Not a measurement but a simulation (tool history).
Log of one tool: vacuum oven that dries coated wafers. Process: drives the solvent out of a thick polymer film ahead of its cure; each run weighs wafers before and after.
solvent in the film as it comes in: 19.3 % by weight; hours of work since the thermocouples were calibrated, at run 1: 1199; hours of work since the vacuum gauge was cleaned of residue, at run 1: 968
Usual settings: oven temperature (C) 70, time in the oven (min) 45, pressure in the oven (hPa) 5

| run | hour | oven temperature (C) | time in the oven (min) | pressure in the oven (hPa) | hours of work since the thermocouples were calibrated | hours of work since the vacuum gauge was cleaned of residue | solvent left in the film (%) |
|---|---|---|---|---|---|---|---|
| 1 | 0 | 70 | 45 | 5 | 1199 | 968 | 3.44 |
| 2 | 33.1 | 70 | 45 | 5 | 1224 | 994 | 3.52 |
| 3 | 68 | 70 | 45 | 8.43 | 1251 | 1020 | 3.48 |
| 4 | 93.7 | 70 | 45 | 8.43 | 1271 | 1040 | 3.37 |
| 5 | 130.4 | 70 | 45 | 8.43 | 1299 | 1068 | 3.44 |
| 6 | 160.6 | 70 | 45 | 8.43 | 1322 | 1091 | 3.52 |
| 7 | 185.3 | 70 | 45 | 5 | 1341 | 1110 | 3.48 |
|  | 188.4 | vacuum gauge cleaned of residue and calibrated |
|  | 192.4 | oven's thermocouples calibrated |
| 8 | 213 | 76 | 45 | 5 | 16 | 17 | 1.67 |
| 9 | 247 | 76 | 45 | 5 | 42 | 43 | 1.74 |
| 10 | 263.1 | 70 | 27 | 5.95 | 54 | 55 | 5.62 |
| 11 | 287.3 | 70 | 27 | 5.95 | 72 | 74 | 5.4 |
|  | 295.5 | vacuum gauge cleaned of residue and calibrated, once more |
| 12 | 325.3 | 67 | 35 | 17.19 | 100 | 23 | 4.97 |
| 13 | 343 | 70 | 79 | 5 | 114 | 36 | 0.88 |
| 14 | 369.4 | 57 | 50 | 6.24 | 134 | 56 | 5.5 |
| 15 | 396.1 | 78 | 74 | 4.97 | 154 | 77 | 0.37 |
| 16 | 415.3 | 78 | 74 | 4.97 | 169 | 92 | 0.28 |
| 17 | 441 | 72 | 30 | 3.16 | 189 | 111 | 4.32 |

Hidden state at the last listed run before each entry between runs and at the first one after, where it differs:
Between runs 7 and 8: vacuum gauge cleaned of residue and calibrated (hour 188.4); oven's thermocouples calibrated (hour 192.4)
  true wafer temperature over the reading, C: -2.54 -> 0.24; true pressure over the reading, kPa: 0.468 -> 0.643
  measured less the result without the state, solvent left in the film (%): +0.69 -> +0.08
Between runs 11 and 12: vacuum gauge cleaned of residue and calibrated, once more (hour 295.5)
  true wafer temperature over the reading, C: 0.14 -> 0.1; true pressure over the reading, kPa: 0.665 -> 0.002
  measured less the result without the state, solvent left in the film (%): +0.09 -> -0.02

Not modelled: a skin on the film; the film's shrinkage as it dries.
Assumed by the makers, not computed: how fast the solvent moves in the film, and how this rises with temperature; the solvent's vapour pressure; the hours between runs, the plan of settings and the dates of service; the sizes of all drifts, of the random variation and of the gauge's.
